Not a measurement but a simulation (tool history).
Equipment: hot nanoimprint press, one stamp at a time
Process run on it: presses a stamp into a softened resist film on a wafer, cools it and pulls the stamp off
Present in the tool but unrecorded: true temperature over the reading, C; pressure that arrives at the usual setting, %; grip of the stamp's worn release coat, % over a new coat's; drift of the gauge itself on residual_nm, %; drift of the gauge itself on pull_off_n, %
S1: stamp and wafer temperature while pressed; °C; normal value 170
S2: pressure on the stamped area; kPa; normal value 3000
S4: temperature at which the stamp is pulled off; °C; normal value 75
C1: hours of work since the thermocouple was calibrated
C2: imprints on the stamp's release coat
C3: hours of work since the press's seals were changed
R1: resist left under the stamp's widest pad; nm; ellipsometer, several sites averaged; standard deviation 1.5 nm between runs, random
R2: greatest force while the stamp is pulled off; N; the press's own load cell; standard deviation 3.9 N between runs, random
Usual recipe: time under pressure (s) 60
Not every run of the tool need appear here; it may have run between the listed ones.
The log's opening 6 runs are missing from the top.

run 7 day=4.754 | S1=170 S2=3000 time_under_pressure_(s)=60 S4=75 | C1=148 C2=590 C3=192 | R1=267.5 R2=190
run 8 day=5.542 | S1=170 S2=3000 time_under_pressure_(s)=60 S4=75 | C1=159 C2=660 C3=203 | R1=267.4 R2=187
run 9 day=6.142 | S1=170 S2=3000 time_under_pressure_(s)=60 S4=75 | C1=167 C2=713 C3=211 | R1=265.7 R2=191
run 10 day=6.879 | S1=170 S2=3000 time_under_pressure_(s)=60 S4=66 | C1=177 C2=779 C3=221 | R1=266.9 R2=198
run 11 day=7.762 | S1=170 S2=3000 time_under_pressure_(s)=60 S4=66 | C1=189 C2=857 C3=234 | R1=267.6 R2=203
run 12 day=8.754 | S1=170 S2=4260 time_under_pressure_(s)=60 S4=75 | C1=203 C2=945 C3=247 | R1=235.2 R2=188
run 13 day=9.758 | S1=170 S2=3000 time_under_pressure_(s)=40 S4=75 | C1=217 C2=1034 C3=261 | R1=304.5 R2=194
run 14 day=10.975 | S1=170 S2=1810 time_under_pressure_(s)=60 S4=75 | C1=233 C2=1142 C3=278 | R1=317.6 R2=181
run 15 day=12.071 | S1=170 S2=1810 time_under_pressure_(s)=60 S4=75 | C1=248 C2=1239 C3=293 | R1=316.9 R2=190
run 16 day=12.646 | S1=179 S2=2500 time_under_pressure_(s)=60 S4=67 | C1=256 C2=1290 C3=300 | R1=193.9 R2=200
run 17 day=13.479 | S1=179 S2=2500 time_under_pressure_(s)=60 S4=67 | C1=268 C2=1364 C3=312 | R1=192.5 R2=194
run 18 day=14.004 | S1=177 S2=2500 time_under_pressure_(s)=43 S4=67 | C1=275 C2=1411 C3=319 | R1=240.6 R2=191
run 19 day=14.762 | S1=170 S2=3000 time_under_pressure_(s)=60 S4=80 | C1=285 C2=1478 C3=329 | R1=266.7 R2=177
run 20 day=15.446 | S1=170 S2=3000 time_under_pressure_(s)=60 S4=80 | C1=295 C2=1539 C3=339 | R1=265.1 R2=184
run 21 day=16.562 | S1=170 S2=3000 time_under_pressure_(s)=60 S4=80 | C1=310 C2=1638 C3=354 | R1=266.1 R2=185
run 22 day=17.142 | S1=170 S2=3000 time_under_pressure_(s)=65 S4=75 | C1=318 C2=1689 C3=362 | R1=257.7 R2=188
run 23 day=18.079 | S1=170 S2=3000 time_under_pressure_(s)=33 S4=63 | C1=331 C2=1772 C3=375 | R1=324.7 R2=201
run 24 day=19.083 | S1=162 S2=2450 time_under_pressure_(s)=65 S4=68 | C1=344 C2=1861 C3=389 | R1=374.8 R2=197
run 25 day=19.971 | S1=162 S2=2450 time_under_pressure_(s)=65 S4=68 | C1=357 C2=1940 C3=401 | R1=374.3 R2=209
run 26 day=20.483 | S1=162 S2=2450 time_under_pressure_(s)=65 S4=83 | C1=364 C2=1985 C3=408 | R1=374.9 R2=177
-- day=20.854 stamp cleaned and given a new release coat
run 27 day=21.546 | S1=158 S2=1860 time_under_pressure_(s)=31 S4=75 | C1=375 C2=62 C3=419 | R1=463.1 R2=186
run 28 day=22.525 | S1=170 S2=3260 time_under_pressure_(s)=60 S4=66 | C1=388 C2=148 C3=432 | R1=260.1 R2=204
run 29 day=23.083 | S1=178 S2=3000 time_under_pressure_(s)=51 S4=75 | C1=396 C2=198 C3=440 | R1=200.7 R2=191
run 30 day=24.150 | S1=180 S2=3260 time_under_pressure_(s)=46 S4=69 | C1=410 C2=293 C3=455 | R1=184.0 R2=196

4 options for the next run, each taken on its own from the tool as it stands now. Forecast them:
run A day=25.062 | S1=182 S2=2450 time_under_pressure_(s)=46 S4=60 | C1=423 C2=374 C3=467 | R1=? R2=?
run B day=25.062 | S1=170 S2=3000 time_under_pressure_(s)=43 S4=75 | C1=423 C2=374 C3=467 | R1=? R2=?
run C day=25.062 | S1=162 S2=4390 time_under_pressure_(s)=46 S4=72 | C1=423 C2=374 C3=467 | R1=? R2=?
run D day=25.062 | S1=180 S2=3880 time_under_pressure_(s)=60 S4=75 | C1=423 C2=374 C3=467 | R1=? R2=?

run=A R1=190.5 R2=223
run=B R1=299.0 R2=199
run=C R1=353.9 R2=194
run=D R1=151.5 R2=183
Take away the tool's hidden state, keep each run's random variation, and the runs would have read:
run=A R1=190.4 R2=222
run=B R1=298.7 R2=199
run=C R1=353.7 R2=193
run=D R1=151.3 R2=183
